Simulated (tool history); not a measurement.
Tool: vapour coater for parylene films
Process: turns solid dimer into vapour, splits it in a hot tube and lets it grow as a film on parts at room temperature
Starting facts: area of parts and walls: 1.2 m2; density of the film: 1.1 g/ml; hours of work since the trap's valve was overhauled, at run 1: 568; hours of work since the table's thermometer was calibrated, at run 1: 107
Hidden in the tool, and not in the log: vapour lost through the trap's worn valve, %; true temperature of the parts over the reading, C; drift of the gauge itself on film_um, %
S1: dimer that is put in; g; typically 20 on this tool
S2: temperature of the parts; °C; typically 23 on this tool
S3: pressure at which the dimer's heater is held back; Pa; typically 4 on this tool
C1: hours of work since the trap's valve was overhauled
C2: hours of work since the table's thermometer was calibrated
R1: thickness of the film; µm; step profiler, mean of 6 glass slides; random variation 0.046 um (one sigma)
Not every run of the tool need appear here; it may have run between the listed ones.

| run | day | S1 | S2 | S3 | C1 | C2 | R1 |
|---|---|---|---|---|---|---|---|
| 1 | 0 | 20 | 23 | 4 | 568 | 107 | 6.86 |
|  | 1.079 | trap's valve overhauled |
| 2 | 1.583 | 20 | 23 | 4 | 7 | 128 | 7.72 |
| 3 | 3.712 | 8 | 23 | 4 | 39 | 159 | 3.05 |
| 4 | 6.138 | 8 | 23 | 4 | 74 | 195 | 3.05 |
| 5 | 8.392 | 20 | 23 | 4 | 107 | 228 | 7.56 |
| 6 | 10.454 | 20 | 23 | 4 | 137 | 258 | 7.53 |
| 7 | 11.938 | 20 | 23 | 4 | 159 | 280 | 7.5 |
| 8 | 14.162 | 20 | 23 | 4 | 192 | 313 | 7.41 |
| 9 | 15.575 | 20 | 23 | 4 | 213 | 334 | 7.34 |
| 10 | 17.679 | 12 | 23 | 4 | 244 | 364 | 4.41 |
| 11 | 19.796 | 12 | 23 | 4 | 275 | 395 | 4.38 |
| 12 | 21.046 | 20 | 23 | 4 | 293 | 414 | 7.19 |
| 13 | 22.154 | 20 | 23 | 4 | 309 | 430 | 7.23 |
| 14 | 24.483 | 21 | 23 | 4 | 343 | 464 | 7.57 |
| 15 | 26.488 | 21 | 23 | 4 | 373 | 494 | 7.52 |
| 16 | 27.571 | 21 | 23 | 4 | 389 | 509 | 7.54 |
| 17 | 30.221 | 21 | 23 | 4 | 427 | 548 | 7.56 |
| 18 | 31.7 | 20 | 23 | 4 | 449 | 570 | 7.09 |
| 19 | 33.767 | 20 | 23 | 4 | 480 | 600 | 7.03 |
| 20 | 35.892 | 20 | 23 | 4 | 511 | 632 | 7.1 |
| 21 | 37.562 | 20 | 23 | 4 | 535 | 656 | 7 |
| 22 | 39.762 | 20 | 23 | 4 | 567 | 688 | 6.96 |
|  | 40.829 | trap's valve overhauled |
| 23 | 41.367 | 20 | 23 | 4 | 8 | 709 | 7.72 |
| 24 | 43.904 | 30 | 27 | 6.47 | 45 | 747 | 9.47 |
| 25 | 46.158 | 11 | 23 | 3.57 | 78 | 780 | 4.35 |
| 26 | 47.538 | 11 | 16 | 3.57 | 98 | 800 | 5.04 |
| 27 | 50.079 | 20 | 31 | 2.41 | 136 | 837 | 6.9 |
| 28 | 52.175 | 19 | 16 | 4 | 166 | 868 | 8.5 |
| 29 | 53.242 | 12 | 23 | 12 | 182 | 884 | 3.66 |
| 30 | 54.683 | 12 | 23 | 12 | 203 | 905 | 3.62 |
| 31 | 56.896 | 33 | 17 | 4 | 236 | 937 | 14.26 |
| 32 | 58.912 | 33 | 18 | 2.03 | 265 | 967 | 15.52 |
| 33 | 61.262 | 33 | 18 | 2.03 | 300 | 1001 | 15.57 |
| 34 | 62.967 | 12 | 21 | 2.95 | 325 | 1026 | 4.88 |
| 35 | 65.212 | 12 | 21 | 2.95 | 358 | 1059 | 4.88 |
| 36 | 66.512 | 12 | 21 | 5.24 | 377 | 1078 | 4.35 |
| 37 | 68.417 | 12 | 21 | 5.24 | 405 | 1106 | 4.32 |
| 38 | 70.204 | 12 | 21 | 5.24 | 431 | 1133 | 4.24 |
| 39 | 71.742 | 12 | 21 | 5.24 | 453 | 1155 | 4.25 |
| 40 | 73.892 | 12 | 23 | 5.81 | 485 | 1187 | 4 |
| 41 | 75.004 | 34 | 35 | 5.74 | 501 | 1203 | 8.38 |
| 42 | 76.679 | 20 | 33 | 11.01 | 526 | 1227 | 4.61 |
| 43 | 78.217 | 9 | 33 | 9.65 | 549 | 1250 | 2.15 |
|  | 80.554 | trap's valve overhauled |
| 44 | 80.667 | 35 | 26 | 9.56 | 2 | 1284 | 10.76 |
| 45 | 82.233 | 33 | 32 | 6.06 | 25 | 1307 | 9.53 |
| 46 | 83.767 | 9 | 29 | 4 | 47 | 1329 | 3 |

Here are 5 independent what-if runs from the current tool condition. What would each one return?
| A | 86.275 | 20 | 22 | 4 | 84 | 1366 | ? |
| B | 86.275 | 20 | 25 | 5.18 | 84 | 1366 | ? |
| C | 86.275 | 20 | 23 | 2.46 | 84 | 1366 | ? |
| D | 86.275 | 16 | 23 | 7.21 | 84 | 1366 | ? |
| E | 86.275 | 9 | 21 | 9.36 | 84 | 1366 | ? |

| run | R1 |
|---|---|
| A | 7.91 |
| B | 6.96 |
| C | 8.38 |
| D | 5.59 |
| E | 3.08 |
With the hidden condition removed and each run's random variation left untouched, the same runs would have given:
| run | R1 |
|---|---|
| A | 7.91 |
| B | 6.96 |
| C | 8.38 |
| D | 5.59 |
| E | 3.08 |
